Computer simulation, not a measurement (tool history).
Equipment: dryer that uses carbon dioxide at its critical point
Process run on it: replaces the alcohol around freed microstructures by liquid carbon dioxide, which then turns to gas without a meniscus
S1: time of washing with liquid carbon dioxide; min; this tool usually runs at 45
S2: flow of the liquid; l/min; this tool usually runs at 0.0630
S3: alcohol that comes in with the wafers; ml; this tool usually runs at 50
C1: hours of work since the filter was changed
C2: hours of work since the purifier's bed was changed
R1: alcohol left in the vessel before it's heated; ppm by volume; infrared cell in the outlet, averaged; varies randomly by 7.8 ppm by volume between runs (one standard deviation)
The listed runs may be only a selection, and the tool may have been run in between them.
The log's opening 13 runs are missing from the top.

run,hour,S1,S2,S3,C1,C2,R1
# hour 408.6: inlet filter changed
14,443.0,43,0.0630,50,19,178,568
15,482.1,43,0.0630,50,41,200,602
16,527.6,43,0.0630,50,66,226,628
17,564.0,53,0.0575,29,87,246,229
18,605.4,41,0.0890,110,110,269,323
19,643.7,41,0.0890,110,131,290,334
20,675.7,41,0.0890,110,149,308,353
21,697.2,41,0.0890,110,161,320,366
22,730.5,41,0.0890,110,180,339,383
23,760.5,68,0.0506,110,196,356,530
24,781.7,68,0.0506,110,208,367,565
25,820.6,68,0.0506,110,230,389,592
26,846.5,56,0.0630,35,244,404,226
27,894.1,60,0.0592,27,271,430,200
28,929.7,28,0.0592,27,291,450,3239
29,969.2,28,0.0592,27,313,472,3318
30,1019.3,28,0.0592,27,341,500,3515
# hour 1036.0: inlet filter changed
31,1070.0,59,0.0630,50,19,528,182

Consider 5 possible next runs. They are alternatives, not a sequence: every one starts from the tool as it was left by run 31. What does each give?
A,1100.5,60,0.0847,34,36,545,?
B,1100.5,39,0.0630,50,36,545,?
C,1100.5,59,0.0623,32,36,545,?
D,1100.5,42,0.0989,29,36,545,?
E,1100.5,39,0.0630,50,36,545,?

run,R1
A,113
B,1003
C,165
D,136
E,1013
Stripped of hidden state, with their random variation kept, the same runs would have yielded:
run,R1
A,5
B,824
C,53
D,22
E,833

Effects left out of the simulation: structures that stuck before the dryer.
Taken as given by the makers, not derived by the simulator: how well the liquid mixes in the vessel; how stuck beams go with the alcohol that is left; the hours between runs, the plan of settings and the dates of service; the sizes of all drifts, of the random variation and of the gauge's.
